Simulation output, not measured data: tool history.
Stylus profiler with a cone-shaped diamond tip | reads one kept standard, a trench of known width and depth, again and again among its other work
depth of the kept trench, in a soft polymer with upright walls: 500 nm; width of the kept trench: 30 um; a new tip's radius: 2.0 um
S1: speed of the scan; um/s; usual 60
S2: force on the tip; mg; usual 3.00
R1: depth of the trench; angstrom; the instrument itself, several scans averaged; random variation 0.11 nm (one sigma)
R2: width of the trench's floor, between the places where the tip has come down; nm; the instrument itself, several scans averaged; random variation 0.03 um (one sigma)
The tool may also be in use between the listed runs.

run	day	S1	S2	R1	R2
1	0.000	60	3.00	5038.2	26590
2	2.571	225	3.00	5036.9	26060
3	4.667	225	3.00	5039.3	26010
4	7.583	225	3.00	5036.3	25990
5	10.721	225	3.00	5036.2	25930
6	13.425	60	3.00	5034.6	26300
7	15.204	60	3.00	5034.4	26290
8	18.004	60	3.00	5036.5	26190
9	20.408	60	3.00	5036.1	26200
# day 20.612: height scale calibrated on a step standard
10	22.875	24	6.64	5060.3	26300
11	25.771	122	4.58	5043.6	26010
12	29.133	130	1.00	5006.4	25510
13	32.125	130	1.00	5006.9	25490
14	34.971	130	1.00	5003.0	25520
# day 36.467: height scale calibrated on a step standard, once more
15	37.188	16	8.51	5088.4	26010

Forecast each of these 5 alternatives for the next run:
A	38.696	141	3.00	?	?
B	38.696	34	3.00	?	?
C	38.696	66	8.51	?	?
D	38.696	152	3.00	?	?
E	38.696	53	1.39	?	?

run	R1	R2
A	5044.4	25690
B	5045.9	25950
C	5088.3	25960
D	5044.9	25700
E	5025.0	25880
Without the tool's hidden state the same runs would have given:
run	R1	R2
A	5044.5	27000
B	5046.0	27260
C	5088.4	27270
D	5045.0	27000
E	5025.1	27190
